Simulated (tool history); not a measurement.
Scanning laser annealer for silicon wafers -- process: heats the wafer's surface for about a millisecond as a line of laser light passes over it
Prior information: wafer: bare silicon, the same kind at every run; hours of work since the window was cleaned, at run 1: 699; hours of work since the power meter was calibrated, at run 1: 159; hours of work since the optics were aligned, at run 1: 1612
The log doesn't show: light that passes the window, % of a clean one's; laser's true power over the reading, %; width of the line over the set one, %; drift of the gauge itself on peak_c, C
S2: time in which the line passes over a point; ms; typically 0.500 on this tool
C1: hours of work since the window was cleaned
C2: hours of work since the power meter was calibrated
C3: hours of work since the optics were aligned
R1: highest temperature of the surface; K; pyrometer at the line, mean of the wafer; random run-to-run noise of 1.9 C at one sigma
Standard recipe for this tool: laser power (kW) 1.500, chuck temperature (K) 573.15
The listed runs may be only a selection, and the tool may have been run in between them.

{"run": 1, "hour": 0.0, "laser power (kW)": 1.5, "S2": 0.5, "chuck temperature (K)": 573.15, "C1": 699, "C2": 159, "C3": 1612, "R1": 1316.15}
{"run": 2, "hour": 4.6, "laser power (kW)": 1.5, "S2": 0.5, "chuck temperature (K)": 573.15, "C1": 702, "C2": 161, "C3": 1615, "R1": 1316.15}
{"run": 3, "hour": 10.0, "laser power (kW)": 1.5, "S2": 0.5, "chuck temperature (K)": 573.15, "C1": 705, "C2": 164, "C3": 1618, "R1": 1316.15}
{"run": 4, "hour": 14.8, "laser power (kW)": 1.5, "S2": 0.5, "chuck temperature (K)": 573.15, "C1": 707, "C2": 167, "C3": 1620, "R1": 1315.15}
{"run": 5, "hour": 20.0, "laser power (kW)": 1.5, "S2": 0.5, "chuck temperature (K)": 573.15, "C1": 710, "C2": 170, "C3": 1623, "R1": 1316.15}
{"run": 6, "hour": 28.3, "laser power (kW)": 1.5, "S2": 0.5, "chuck temperature (K)": 573.15, "C1": 715, "C2": 174, "C3": 1628, "R1": 1314.15}
{"run": 7, "hour": 37.0, "laser power (kW)": 1.5, "S2": 0.5, "chuck temperature (K)": 573.15, "C1": 719, "C2": 179, "C3": 1632, "R1": 1312.15}
{"run": 8, "hour": 41.2, "laser power (kW)": 1.5, "S2": 0.5, "chuck temperature (K)": 573.15, "C1": 722, "C2": 181, "C3": 1635, "R1": 1318.15}
{"run": 9, "hour": 46.0, "laser power (kW)": 1.322, "S2": 0.5, "chuck temperature (K)": 573.15, "C1": 724, "C2": 184, "C3": 1637, "R1": 1210.15}
{"run": 10, "hour": 52.6, "laser power (kW)": 1.62, "S2": 0.475, "chuck temperature (K)": 599.15, "C1": 728, "C2": 187, "C3": 1641, "R1": 1394.15}
{"run": 11, "hour": 60.0, "laser power (kW)": 1.584, "S2": 0.475, "chuck temperature (K)": 599.15, "C1": 732, "C2": 191, "C3": 1645, "R1": 1371.15}
{"run": 12, "hour": 68.0, "laser power (kW)": 1.584, "S2": 0.475, "chuck temperature (K)": 550.15, "C1": 736, "C2": 195, "C3": 1649, "R1": 1322.15}
{"run": 13, "hour": 74.2, "laser power (kW)": 1.584, "S2": 0.475, "chuck temperature (K)": 550.15, "C1": 739, "C2": 199, "C3": 1652, "R1": 1321.15}
{"run": 14, "hour": 79.8, "laser power (kW)": 1.584, "S2": 0.475, "chuck temperature (K)": 550.15, "C1": 742, "C2": 202, "C3": 1655, "R1": 1324.15}

Selected run-to-run steps in R1, each split into two signed amounts: the part the tool would show with no hidden state at all (from settings, incoming material and random variation), and the remainder, which goes to the hidden state together with any gauge scatter not common to the measured and the hidden-state-free results:
Run 9 -> 10: laser power (kW) 1.322 -> 1.620, S2 0.500 -> 0.475, chuck temperature (K) 573.15 -> 599.15. R1 +184.00 K: hidden state -11.00, all else +195.00.
